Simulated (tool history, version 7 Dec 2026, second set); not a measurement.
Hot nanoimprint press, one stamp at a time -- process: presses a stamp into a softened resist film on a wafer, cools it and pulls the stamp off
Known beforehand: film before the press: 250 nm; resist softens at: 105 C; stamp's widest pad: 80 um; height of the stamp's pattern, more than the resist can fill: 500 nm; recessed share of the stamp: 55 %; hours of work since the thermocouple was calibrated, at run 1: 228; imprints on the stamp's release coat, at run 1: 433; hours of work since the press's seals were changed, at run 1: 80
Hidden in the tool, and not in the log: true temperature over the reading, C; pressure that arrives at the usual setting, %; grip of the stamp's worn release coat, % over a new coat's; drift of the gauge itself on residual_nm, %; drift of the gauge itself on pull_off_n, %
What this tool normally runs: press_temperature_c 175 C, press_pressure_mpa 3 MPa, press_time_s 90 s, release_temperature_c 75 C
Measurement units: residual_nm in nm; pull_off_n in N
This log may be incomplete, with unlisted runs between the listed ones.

run   hour  press_temperature_c  press_pressure_mpa  press_time_s  release_temperature_c  hours of work since the thermocouple was calibrated  imprints on the stamp's release coat  hours of work since the press's seals were changed  residual_nm  pull_off_n
  1      0                  175                   3            90                     75                                                  228                                   433                                                  80        139.2         221
  2    9.7                  175                   3            90                     75                                                  232                                   459                                                  85          140         227
  3   21.7                  175                   3            90                     75                                                  239                                   493                                                  91        140.3         233
  4   29.2                  175                   3            90                     75                                                  242                                   513                                                  95        140.8         232
  5   38.9                  175                   3            90                     75                                                  247                                   540                                                 100        139.5         237
  6   45.2                  175                   3            49                     75                                                  251                                   557                                                 103          166         234
  7   56.2                  175                   3            49                     75                                                  256                                   588                                                 109        166.1         225
  8   62.3                  175                   3            90                     75                                                  259                                   604                                                 112        140.1         234
  9   75.2                  174                   3            90                     75                                                  266                                   640                                                 118        142.5         240
 10   82.3                  174                   3            90                     71                                                  269                                   659                                                 122          144         243
      89.2  -- stamp cleaned and given a new release coat
 11   96.5                  175                   3            90                     75                                                  274                                    20                                                 126        139.4         199
 12  108.2                  177                   3            90                     75                                                  280                                    52                                                 132        134.3         201
 13  115.9                  181                4.31           121                     77                                                  283                                    73                                                 136         90.2         204
 14  123.8                  180                4.31            55                     77                                                  287                                    95                                                 140        123.4         210
 15  133.1                  180                4.31            55                     77                                                  292                                   121                                                 145        124.5         206
 16  143.5                  172                4.31           164                     77                                                  297                                   149                                                 150          105         207
 17  156.8                  182                2.69            58                     73                                                  304                                   186                                                 157        143.7         218
 18    169                  182                2.69            58                     73                                                  310                                   219                                                 163        143.2         212
 19  175.7                  172                2.14           112                     80                                                  314                                   238                                                 166        160.9         202
 20  185.4                  175                4.15            90                     75                                                  319                                   264                                                 171        121.5         216
 21  196.8                  171                 4.6            84                     79                                                  325                                   296                                                 177        131.8         207

Across each entry between runs, compare the hidden state at the last listed run before it with the hidden state at the first listed run after it:
Logged between run 10 and run 11: stamp cleaned and given a new release coat (hour 89.2)
  true temperature over the reading, C: -0.55 -> -0.56; pressure that arrives at the usual setting, %: 99.46 -> 99.44; grip of the stamp's worn release coat, % over a new coat's: 20.7 -> 0.6
  what was measured, less what the result would be without the hidden state, residual_nm: +2.3 -> +2.2 nm; pull_off_n: +43 -> +3 N
